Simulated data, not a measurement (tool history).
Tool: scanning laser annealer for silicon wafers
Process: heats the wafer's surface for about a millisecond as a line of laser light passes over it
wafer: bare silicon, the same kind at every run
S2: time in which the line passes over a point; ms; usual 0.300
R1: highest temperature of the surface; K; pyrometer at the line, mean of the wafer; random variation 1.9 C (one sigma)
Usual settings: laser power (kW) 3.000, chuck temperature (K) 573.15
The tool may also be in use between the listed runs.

run 1 hour=0.0 | laser_power_(kW)=3.000 S2=0.300 chuck_temperature_(K)=573.15 | R1=1406.15
run 2 hour=39.8 | laser_power_(kW)=3.000 S2=0.232 chuck_temperature_(K)=573.15 | R1=1300.15
run 3 hour=78.2 | laser_power_(kW)=3.000 S2=0.251 chuck_temperature_(K)=573.15 | R1=1323.15
run 4 hour=113.6 | laser_power_(kW)=3.074 S2=0.251 chuck_temperature_(K)=573.15 | R1=1348.15
run 5 hour=156.4 | laser_power_(kW)=3.074 S2=0.251 chuck_temperature_(K)=573.15 | R1=1344.15
run 6 hour=183.1 | laser_power_(kW)=3.000 S2=0.300 chuck_temperature_(K)=573.15 | R1=1396.15
run 7 hour=212.5 | laser_power_(kW)=3.000 S2=0.300 chuck_temperature_(K)=573.15 | R1=1395.15
run 8 hour=262.7 | laser_power_(kW)=3.000 S2=0.300 chuck_temperature_(K)=573.15 | R1=1395.15
run 9 hour=296.6 | laser_power_(kW)=3.000 S2=0.300 chuck_temperature_(K)=565.15 | R1=1384.15
run 10 hour=333.9 | laser_power_(kW)=3.000 S2=0.300 chuck_temperature_(K)=565.15 | R1=1380.15
run 11 hour=386.0 | laser_power_(kW)=3.000 S2=0.300 chuck_temperature_(K)=565.15 | R1=1380.15
run 12 hour=438.0 | laser_power_(kW)=3.000 S2=0.300 chuck_temperature_(K)=573.15 | R1=1382.15
-- hour=447.0 optics aligned, line set to its width
run 13 hour=483.4 | laser_power_(kW)=3.000 S2=0.285 chuck_temperature_(K)=573.15 | R1=1363.15
run 14 hour=515.3 | laser_power_(kW)=3.000 S2=0.285 chuck_temperature_(K)=573.15 | R1=1363.15
run 15 hour=563.9 | laser_power_(kW)=3.000 S2=0.285 chuck_temperature_(K)=573.15 | R1=1359.15
run 16 hour=598.4 | laser_power_(kW)=3.000 S2=0.365 chuck_temperature_(K)=573.15 | R1=1461.15
run 17 hour=634.1 | laser_power_(kW)=3.000 S2=0.365 chuck_temperature_(K)=573.15 | R1=1460.15
run 18 hour=672.1 | laser_power_(kW)=3.000 S2=0.300 chuck_temperature_(K)=573.15 | R1=1372.15
run 19 hour=721.8 | laser_power_(kW)=3.000 S2=0.300 chuck_temperature_(K)=573.15 | R1=1370.15
-- hour=741.8 optics aligned, line set to its width, once more
run 20 hour=792.5 | laser_power_(kW)=3.000 S2=0.300 chuck_temperature_(K)=573.15 | R1=1372.15
run 21 hour=824.9 | laser_power_(kW)=3.000 S2=0.300 chuck_temperature_(K)=573.15 | R1=1370.15
run 22 hour=856.1 | laser_power_(kW)=3.000 S2=0.333 chuck_temperature_(K)=570.15 | R1=1406.15
-- hour=877.6 window over the wafer cleaned
run 23 hour=887.5 | laser_power_(kW)=3.236 S2=0.300 chuck_temperature_(K)=567.15 | R1=1476.15
run 24 hour=947.3 | laser_power_(kW)=3.236 S2=0.217 chuck_temperature_(K)=611.15 | R1=1382.15
run 25 hour=1002.1 | laser_power_(kW)=3.038 S2=0.300 chuck_temperature_(K)=609.15 | R1=1452.15
run 26 hour=1053.2 | laser_power_(kW)=3.038 S2=0.257 chuck_temperature_(K)=610.15 | R1=1388.15
run 27 hour=1117.8 | laser_power_(kW)=2.856 S2=0.334 chuck_temperature_(K)=561.15 | R1=1390.15
run 28 hour=1177.3 | laser_power_(kW)=2.964 S2=0.334 chuck_temperature_(K)=557.15 | R1=1416.15
run 29 hour=1211.1 | laser_power_(kW)=3.000 S2=0.267 chuck_temperature_(K)=573.15 | R1=1344.15
run 30 hour=1270.7 | laser_power_(kW)=3.000 S2=0.267 chuck_temperature_(K)=573.15 | R1=1345.15
run 31 hour=1309.5 | laser_power_(kW)=3.000 S2=0.267 chuck_temperature_(K)=573.15 | R1=1346.15
run 32 hour=1350.6 | laser_power_(kW)=3.000 S2=0.267 chuck_temperature_(K)=573.15 | R1=1340.15
run 33 hour=1382.0 | laser_power_(kW)=3.000 S2=0.267 chuck_temperature_(K)=573.15 | R1=1338.15
run 34 hour=1442.8 | laser_power_(kW)=3.000 S2=0.267 chuck_temperature_(K)=573.15 | R1=1335.15
run 35 hour=1476.3 | laser_power_(kW)=3.000 S2=0.225 chuck_temperature_(K)=539.15 | R1=1235.15
run 36 hour=1527.4 | laser_power_(kW)=3.000 S2=0.225 chuck_temperature_(K)=539.15 | R1=1237.15
run 37 hour=1583.4 | laser_power_(kW)=3.269 S2=0.308 chuck_temperature_(K)=538.15 | R1=1438.15
run 38 hour=1636.6 | laser_power_(kW)=3.269 S2=0.308 chuck_temperature_(K)=538.15 | R1=1433.15
run 39 hour=1684.4 | laser_power_(kW)=3.269 S2=0.308 chuck_temperature_(K)=538.15 | R1=1430.15
run 40 hour=1749.6 | laser_power_(kW)=2.964 S2=0.214 chuck_temperature_(K)=606.15 | R1=1267.15
run 41 hour=1815.5 | laser_power_(kW)=2.560 S2=0.300 chuck_temperature_(K)=557.15 | R1=1227.15

3 ways to go on from here, each from the tool as it stands after run 41. What would each give?
run A hour=1850.9 | laser_power_(kW)=3.000 S2=0.346 chuck_temperature_(K)=573.15 | R1=?
run B hour=1850.9 | laser_power_(kW)=3.000 S2=0.326 chuck_temperature_(K)=572.15 | R1=?
run C hour=1850.9 | laser_power_(kW)=2.611 S2=0.282 chuck_temperature_(K)=573.15 | R1=?

run=A R1=1429.15
run=B R1=1398.15
run=C R1=1233.15
Without the tool's hidden state the same runs would have given:
run=A R1=1482.15
run=B R1=1450.15
run=C R1=1274.15
